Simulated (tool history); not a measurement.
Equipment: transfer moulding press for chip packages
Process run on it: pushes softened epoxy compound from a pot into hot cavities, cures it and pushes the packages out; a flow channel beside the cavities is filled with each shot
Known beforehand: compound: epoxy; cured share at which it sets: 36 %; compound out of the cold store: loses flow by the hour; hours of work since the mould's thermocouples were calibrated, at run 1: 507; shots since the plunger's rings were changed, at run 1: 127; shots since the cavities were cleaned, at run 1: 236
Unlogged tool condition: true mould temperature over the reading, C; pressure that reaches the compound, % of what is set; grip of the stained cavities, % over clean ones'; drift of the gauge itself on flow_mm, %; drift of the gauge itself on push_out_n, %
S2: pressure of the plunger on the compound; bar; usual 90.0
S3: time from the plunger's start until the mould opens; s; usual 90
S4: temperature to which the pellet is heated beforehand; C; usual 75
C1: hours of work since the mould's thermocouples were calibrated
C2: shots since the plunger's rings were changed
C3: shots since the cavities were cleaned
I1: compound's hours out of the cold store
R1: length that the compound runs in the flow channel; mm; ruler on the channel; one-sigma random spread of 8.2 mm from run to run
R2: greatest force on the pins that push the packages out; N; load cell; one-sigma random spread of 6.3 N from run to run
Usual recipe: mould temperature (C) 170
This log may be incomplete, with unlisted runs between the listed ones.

Run 1, hour 0.0: usual settings; C1 507; C2 127; C3 236; I1 34.5. Result: R1 932 mm, R2 266 N.
At hour 20.2: cavities cleaned with cleaning compound and waxed.
Run 2, hour 42.9: usual settings; C1 532; C2 630; C3 276; I1 43.7. Result: R1 905 mm, R2 297 N.
At hour 62.2: cavities cleaned with cleaning compound and waxed.
At hour 78.8: mould's thermocouples calibrated.
Run 3, hour 97.6: usual settings but S4 80 C; C1 11; C2 1253; C3 406; I1 21.5. Result: R1 938 mm, R2 331 N.
At hour 102.7: cavities cleaned with cleaning compound and waxed.
At hour 144.5: cavities cleaned with cleaning compound and waxed.
Run 4, hour 156.7: usual settings but S4 80 C; C1 46; C2 1934; C3 149; I1 29.3. Result: R1 928 mm, R2 279 N.
At hour 186.6: cavities cleaned with cleaning compound and waxed.
Run 5, hour 200.6: usual settings but S4 80 C; C1 72; C2 2450; C3 171; I1 32.1. Result: R1 913 mm, R2 294 N.
At hour 226.2: cavities cleaned with cleaning compound and waxed.
At hour 264.6: cavities cleaned with cleaning compound and waxed.
Run 6, hour 277.1: usual settings but S4 80 C; C1 116; C2 3342; C3 151; I1 23.7. Result: R1 923 mm, R2 290 N.
At hour 308.8: cavities cleaned with cleaning compound and waxed.
Run 7, hour 326.4: usual settings but S4 80 C; C1 146; C2 3923; C3 213; I1 8.6. Result: R1 940 mm, R2 296 N.
At hour 350.4: cavities cleaned with cleaning compound and waxed.
At hour 392.4: cavities cleaned with cleaning compound and waxed.
Run 8, hour 400.6: usual settings but S4 80 C; C1 189; C2 4789; C3 100; I1 45.9. Result: R1 850 mm, R2 264 N.
At hour 435.1: cavities cleaned with cleaning compound and waxed.
At hour 477.2: cavities cleaned with cleaning compound and waxed.
Run 9, hour 477.2: usual settings but S4 80 C; C1 234; C2 5683; C3 0; I1 38.7. Result: R1 833 mm, R2 218 N.
At hour 514.9: cavities cleaned with cleaning compound and waxed.
Run 10, hour 515.0: usual settings but S4 80 C; C1 256; C2 6125; C3 1; I1 14.2. Result: R1 901 mm, R2 243 N.
Run 11, hour 549.8: usual settings but S4 80 C; C1 278; C2 6547; C3 423; I1 36.3. Result: R1 837 mm, R2 325 N.
At hour 554.6: cavities cleaned with cleaning compound and waxed.
At hour 584.3: plunger's sealing rings changed.
At hour 595.7: cavities cleaned with cleaning compound and waxed.
Run 12, hour 617.8: usual settings but S4 80 C; C1 316; C2 389; C3 268; I1 14.4. Result: R1 968 mm, R2 306 N.
At hour 636.4: cavities cleaned with cleaning compound and waxed.
Run 13, hour 663.9: usual settings but mould temperature (C) 174, S2 76.2 bar, S3 82 s, S4 72 C; C1 343; C2 930; C3 333; I1 38.2. Result: R1 817 mm, R2 288 N.
At hour 674.9: cavities cleaned with cleaning compound and waxed.
Run 14, hour 696.6: usual settings but S2 79.2 bar; C1 362; C2 1310; C3 263; I1 44.7. Result: R1 829 mm, R2 290 N.
At hour 713.6: cavities cleaned with cleaning compound and waxed.
Run 15, hour 739.3: usual settings but mould temperature (C) 167, S2 71.6 bar; C1 387; C2 1811; C3 313; I1 30.1. Result: R1 835 mm, R2 366 N.
At hour 754.1: cavities cleaned with cleaning compound and waxed.
Run 16, hour 785.9: usual settings but mould temperature (C) 167, S2 71.6 bar; C1 415; C2 2359; C3 386; I1 39.2. Result: R1 800 mm, R2 380 N.
At hour 792.8: cavities cleaned with cleaning compound and waxed.
At hour 834.0: cavities cleaned with cleaning compound and waxed.
Run 17, hour 855.1: usual settings but mould temperature (C) 178, S3 95 s, S4 74 C; C1 455; C2 3164; C3 257; I1 19.1. Result: R1 904 mm, R2 220 N.
At hour 873.1: cavities cleaned with cleaning compound and waxed.
At hour 913.2: cavities cleaned with cleaning compound and waxed.
Run 18, hour 932.1: usual settings but mould temperature (C) 178, S3 95 s, S4 74 C; C1 500; C2 4063; C3 230; I1 35.1. Result: R1 854 mm, R2 220 N.
At hour 953.8: cavities cleaned with cleaning compound and waxed.
At hour 991.8: cavities cleaned with cleaning compound and waxed.
Run 19, hour 991.8: usual settings but S3 93 s; C1 535; C2 4752; C3 0; I1 42.1. Result: R1 847 mm, R2 208 N.
At hour 1019.5: mould's thermocouples calibrated.
At hour 1035.0: cavities cleaned with cleaning compound and waxed.
Run 20, hour 1035.8: usual settings but S2 74.5 bar, S3 93 s; C1 9; C2 5244; C3 10; I1 37.2. Result: R1 789 mm, R2 219 N.
At hour 1072.6: cavities cleaned with cleaning compound and waxed.
Run 21, hour 1084.5: usual settings but S2 74.5 bar, S3 93 s; C1 38; C2 5818; C3 145; I1 21.5. Result: R1 797 mm, R2 268 N.
At hour 1112.4: cavities cleaned with cleaning compound and waxed.
Run 22, hour 1145.8: usual settings but S2 74.5 bar, S3 93 s; C1 74; C2 6544; C3 405; I1 36.2. Result: R1 774 mm, R2 306 N.
At hour 1153.4: cavities cleaned with cleaning compound and waxed.
At hour 1181.4: plunger's sealing rings changed.
At hour 1194.7: cavities cleaned with cleaning compound and waxed.
Run 23, hour 1195.2: usual settings but S2 78.1 bar; C1 101; C2 150; C3 6; I1 29.2. Result: R1 867 mm, R2 242 N.
At hour 1233.6: cavities cleaned with cleaning compound and waxed.
Run 24, hour 1258.8: usual settings but S4 79 C; C1 139; C2 904; C3 306; I1 39.5. Result: R1 903 mm, R2 301 N.

Across each entry between runs, compare the hidden state at the last listed run before it with the hidden state at the first listed run after it:
Run 1 -> run 2: cavities cleaned with cleaning compound and waxed (hour 20.2)
  true mould temperature over the reading, C: 1.23 -> 1.29; pressure that reaches the compound, % of what is set: 99.44 -> 98.11; grip of the stained cavities, % over clean ones': 30.1 -> 32.5
  measured minus no-state result, R1: -8 -> -14 mm; R2: +46 -> +52 N
Run 2 -> run 3: cavities cleaned with cleaning compound and waxed (hour 62.2); mould's thermocouples calibrated (hour 78.8)
  true mould temperature over the reading, C: 1.29 -> 0.33; pressure that reaches the compound, % of what is set: 98.11 -> 96.44; grip of the stained cavities, % over clean ones': 32.5 -> 41.6
  measured minus no-state result, R1: -14 -> -19 mm; R2: +52 -> +92 N
Run 3 -> run 4: cavities cleaned with cleaning compound and waxed (hour 102.7); cavities cleaned with cleaning compound and waxed (hour 144.5)
  true mould temperature over the reading, C: 0.33 -> 0.41; pressure that reaches the compound, % of what is set: 96.44 -> 94.73; grip of the stained cavities, % over clean ones': 41.6 -> 21.3
  measured minus no-state result, R1: -19 -> -27 mm; R2: +92 -> +43 N
Run 4 -> run 5: cavities cleaned with cleaning compound and waxed (hour 186.6)
  true mould temperature over the reading, C: 0.41 -> 0.48; pressure that reaches the compound, % of what is set: 94.73 -> 93.42; grip of the stained cavities, % over clean ones': 21.3 -> 27.9
  measured minus no-state result, R1: -27 -> -34 mm; R2: +43 -> +57 N
Run 5 -> run 6: cavities cleaned with cleaning compound and waxed (hour 226.2); cavities cleaned with cleaning compound and waxed (hour 264.6)
  true mould temperature over the reading, C: 0.48 -> 0.59; pressure that reaches the compound, % of what is set: 93.42 -> 91.18; grip of the stained cavities, % over clean ones': 27.9 -> 21.6
  measured minus no-state result, R1: -34 -> -47 mm; R2: +57 -> +41 N
Run 6 -> run 7: cavities cleaned with cleaning compound and waxed (hour 308.8)
  true mould temperature over the reading, C: 0.59 -> 0.65; pressure that reaches the compound, % of what is set: 91.18 -> 89.75; grip of the stained cavities, % over clean ones': 21.6 -> 28.4
  measured minus no-state result, R1: -47 -> -55 mm; R2: +41 -> +55 N
Run 7 -> run 8: cavities cleaned with cleaning compound and waxed (hour 350.4); cavities cleaned with cleaning compound and waxed (hour 392.4)
  true mould temperature over the reading, C: 0.65 -> 0.77; pressure that reaches the compound, % of what is set: 89.75 -> 87.57; grip of the stained cavities, % over clean ones': 28.4 -> 15.5
  measured minus no-state result, R1: -55 -> -61 mm; R2: +55 -> +24 N
Run 8 -> run 9: cavities cleaned with cleaning compound and waxed (hour 435.1); cavities cleaned with cleaning compound and waxed (hour 477.2)
  true mould temperature over the reading, C: 0.77 -> 0.88; pressure that reaches the compound, % of what is set: 87.57 -> 85.14; grip of the stained cavities, % over clean ones': 15.5 -> 0.7
  measured minus no-state result, R1: -61 -> -73 mm; R2: +24 -> -11 N
Run 9 -> run 10: cavities cleaned with cleaning compound and waxed (hour 514.9)
  true mould temperature over the reading, C: 0.88 -> 0.93; pressure that reaches the compound, % of what is set: 85.14 -> 83.88; grip of the stained cavities, % over clean ones': 0.7 -> 3.6
  measured minus no-state result, R1: -73 -> -87 mm; R2: -11 -> -7 N
Run 11 -> run 12: cavities cleaned with cleaning compound and waxed (hour 554.6); plunger's sealing rings changed (hour 584.3); cavities cleaned with cleaning compound and waxed (hour 595.7)
  true mould temperature over the reading, C: 0.97 -> 1.06; pressure that reaches the compound, % of what is set: 82.77 -> 98.96; grip of the stained cavities, % over clean ones': 42.3 -> 31.2
  measured minus no-state result, R1: -88 -> -10 mm; R2: +81 -> +54 N
Run 12 -> run 13: cavities cleaned with cleaning compound and waxed (hour 636.4)
  true mould temperature over the reading, C: 1.06 -> 1.13; pressure that reaches the compound, % of what is set: 98.96 -> 97.59; grip of the stained cavities, % over clean ones': 31.2 -> 36.3
  measured minus no-state result, R1: -10 -> -14 mm; R2: +54 -> +61 N
Run 13 -> run 14: cavities cleaned with cleaning compound and waxed (hour 674.9)
  true mould temperature over the reading, C: 1.13 -> 1.17; pressure that reaches the compound, % of what is set: 97.59 -> 96.53; grip of the stained cavities, % over clean ones': 36.3 -> 33.9
  measured minus no-state result, R1: -14 -> -19 mm; R2: +61 -> +56 N
Run 14 -> run 15: cavities cleaned with cleaning compound and waxed (hour 713.6)
  true mould temperature over the reading, C: 1.17 -> 1.23; pressure that reaches the compound, % of what is set: 96.53 -> 95.26; grip of the stained cavities, % over clean ones': 33.9 -> 35.4
  measured minus no-state result, R1: -19 -> -26 mm; R2: +56 -> +68 N
Run 15 -> run 16: cavities cleaned with cleaning compound and waxed (hour 754.1)
  true mould temperature over the reading, C: 1.23 -> 1.3; pressure that reaches the compound, % of what is set: 95.26 -> 93.87; grip of the stained cavities, % over clean ones': 35.4 -> 42
  measured minus no-state result, R1: -26 -> -31 mm; R2: +68 -> +83 N
Run 16 -> run 17: cavities cleaned with cleaning compound and waxed (hour 792.8); cavities cleaned with cleaning compound and waxed (hour 834.0)
  true mould temperature over the reading, C: 1.3 -> 1.39; pressure that reaches the compound, % of what is set: 93.87 -> 91.8; grip of the stained cavities, % over clean ones': 42 -> 30.1
  measured minus no-state result, R1: -31 -> -46 mm; R2: +83 -> +49 N
Run 17 -> run 18: cavities cleaned with cleaning compound and waxed (hour 873.1); cavities cleaned with cleaning compound and waxed (hour 913.2)
  true mould temperature over the reading, C: 1.39 -> 1.5; pressure that reaches the compound, % of what is set: 91.8 -> 89.53; grip of the stained cavities, % over clean ones': 30.1 -> 29.1
  measured minus no-state result, R1: -46 -> -54 mm; R2: +49 -> +48 N
Run 18 -> run 19: cavities cleaned with cleaning compound and waxed (hour 953.8); cavities cleaned with cleaning compound and waxed (hour 991.8)
  true mould temperature over the reading, C: 1.5 -> 1.59; pressure that reaches the compound, % of what is set: 89.53 -> 87.78; grip of the stained cavities, % over clean ones': 29.1 -> 0.4
  measured minus no-state result, R1: -54 -> -63 mm; R2: +48 -> -18 N
Run 19 -> run 20: mould's thermocouples calibrated (hour 1019.5); cavities cleaned with cleaning compound and waxed (hour 1035.0)
  true mould temperature over the reading, C: 1.59 -> 0.39; pressure that reaches the compound, % of what is set: 87.78 -> 86.56; grip of the stained cavities, % over clean ones': 0.4 -> 3.8
  measured minus no-state result, R1: -63 -> -60 mm; R2: -18 -> +3 N
Run 20 -> run 21: cavities cleaned with cleaning compound and waxed (hour 1072.6)
  true mould temperature over the reading, C: 0.39 -> 0.46; pressure that reaches the compound, % of what is set: 86.56 -> 84.99; grip of the stained cavities, % over clean ones': 3.8 -> 23.8
  measured minus no-state result, R1: -60 -> -69 mm; R2: +3 -> +45 N
Run 21 -> run 22: cavities cleaned with cleaning compound and waxed (hour 1112.4)
  true mould temperature over the reading, C: 0.46 -> 0.54; pressure that reaches the compound, % of what is set: 84.99 -> 83.07; grip of the stained cavities, % over clean ones': 23.8 -> 43
  measured minus no-state result, R1: -69 -> -77 mm; R2: +45 -> +85 N
Run 22 -> run 23: cavities cleaned with cleaning compound and waxed (hour 1153.4); plunger's sealing rings changed (hour 1181.4); cavities cleaned with cleaning compound and waxed (hour 1194.7)
  true mould temperature over the reading, C: 0.54 -> 0.6; pressure that reaches the compound, % of what is set: 83.07 -> 98.63; grip of the stained cavities, % over clean ones': 43 -> 2.6
  measured minus no-state result, R1: -77 -> -9 mm; R2: +85 -> -3 N
Run 23 -> run 24: cavities cleaned with cleaning compound and waxed (hour 1233.6)
  true mould temperature over the reading, C: 0.6 -> 0.69; pressure that reaches the compound, % of what is set: 98.63 -> 96.76; grip of the stained cavities, % over clean ones': 2.6 -> 36.5
  measured minus no-state result, R1: -9 -> -18 mm; R2: -3 -> +70 N

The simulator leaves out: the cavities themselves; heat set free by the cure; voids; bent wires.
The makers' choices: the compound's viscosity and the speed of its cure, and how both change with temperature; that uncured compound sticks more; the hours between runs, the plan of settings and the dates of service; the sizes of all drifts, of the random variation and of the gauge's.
